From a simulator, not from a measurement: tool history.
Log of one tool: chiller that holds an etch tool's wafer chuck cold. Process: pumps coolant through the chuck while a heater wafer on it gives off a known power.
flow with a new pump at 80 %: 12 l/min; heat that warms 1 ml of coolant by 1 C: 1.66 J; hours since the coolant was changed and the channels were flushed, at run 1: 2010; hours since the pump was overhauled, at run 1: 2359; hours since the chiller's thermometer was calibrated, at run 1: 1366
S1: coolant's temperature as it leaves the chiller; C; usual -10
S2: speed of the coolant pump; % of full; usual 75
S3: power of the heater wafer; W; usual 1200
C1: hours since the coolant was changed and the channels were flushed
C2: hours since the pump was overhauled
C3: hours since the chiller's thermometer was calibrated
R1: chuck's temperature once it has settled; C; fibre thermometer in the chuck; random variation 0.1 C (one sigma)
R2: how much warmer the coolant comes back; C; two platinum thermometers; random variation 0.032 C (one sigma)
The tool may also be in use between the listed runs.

run	hour	S1	S2	S3	C1	C2	C3	R1	R2
1	0	-10	75	1200	2010	2359	1366	-1.7	3.88
2	110.1	-10	76	1200	2120	2469	1476	-1.9	3.85
3	197	-1	75	1200	2207	2556	1563	7.4	3.87
4	298.1	-10	75	1200	2308	2657	1664	-1.8	3.83
5	401.2	-10	75	1781	2411	2760	1767	2.3	5.62
6	488.8	-10	75	1781	2499	2848	1854	2.4	5.68
7	593.8	-10	99	1200	2604	2953	1960	-3.2	2.81
8	700.7	-10	99	1200	2711	3060	2066	-3.4	2.8
9	807.2	-10	75	1523	2817	3166	2173	0.6	4.76
10	863.2	-10	75	1200	2873	3222	2229	-1.6	3.77
11	951.4	-10	75	1200	2961	3311	2317	-1.5	3.74
12	1004.2	-10	75	1474	3014	3363	2370	0.2	4.65
13	1124	-17	75	1200	3134	3483	2490	-8.4	3.73
14	1246.7	-5	75	1200	3257	3606	2612	3.3	3.67
15	1354.7	-5	75	1200	3365	3714	2720	3.3	3.7
16	1444.8	-5	75	1200	3455	3804	2810	3.3	3.71
17	1533.9	-5	75	1200	3544	3893	2900	3.3	3.62
18	1625.9	-7	75	630	3636	3985	2992	-2.4	1.83
19	1727.2	-15	66	1200	3737	4086	3093	-5.6	4.13
20	1793.7	-17	82	807	3804	4153	3159	-11.8	2.12
# hour 1888.3: chiller's thermometer calibrated
21	1905.9	-4	91	687	3915	4264	18	0.1	1.54
22	1996.6	-1	95	912	4006	4355	108	4.4	2.03
23	2084.1	-1	95	912	4093	4442	196	4.1	2.06
24	2203.4	-17	66	1348	4212	4562	315	-6.7	4.67
25	2273.3	-19	87	1138	4282	4631	385	-12	2.87
26	2328	-19	87	1138	4337	4686	440	-11.9	2.82
27	2390	-16	78	606	4399	4748	502	-11.9	1.58
28	2439.8	-10	75	1565	4449	4798	551	0.8	4.7
29	2501.8	-12	75	1369	4511	4860	614	-2.5	4.09
30	2555.5	-12	72	1048	4564	4914	667	-4.4	3.13
31	2654.2	-12	72	1048	4663	5012	766	-4.4	3.14

Forecast each of these 5 alternatives for the next run:
A	2763.5	-8	75	795	4773	5122	875	?	?
B	2763.5	-10	82	1105	4773	5122	875	?	?
C	2763.5	-14	70	1200	4773	5122	875	?	?
D	2763.5	-6	69	772	4773	5122	875	?	?
E	2763.5	-10	67	884	4773	5122	875	?	?

run	R1	R2
A	-2.7	2.17
B	-2.8	2.93
C	-5.3	3.75
D	-0.1	2.35
E	-3.3	2.86
Without the tool's hidden state the same runs would have given:
run	R1	R2
A	-2.7	2.53
B	-2.8	3.29
C	-5.3	4.11
D	-0.2	2.71
E	-3.3	3.22

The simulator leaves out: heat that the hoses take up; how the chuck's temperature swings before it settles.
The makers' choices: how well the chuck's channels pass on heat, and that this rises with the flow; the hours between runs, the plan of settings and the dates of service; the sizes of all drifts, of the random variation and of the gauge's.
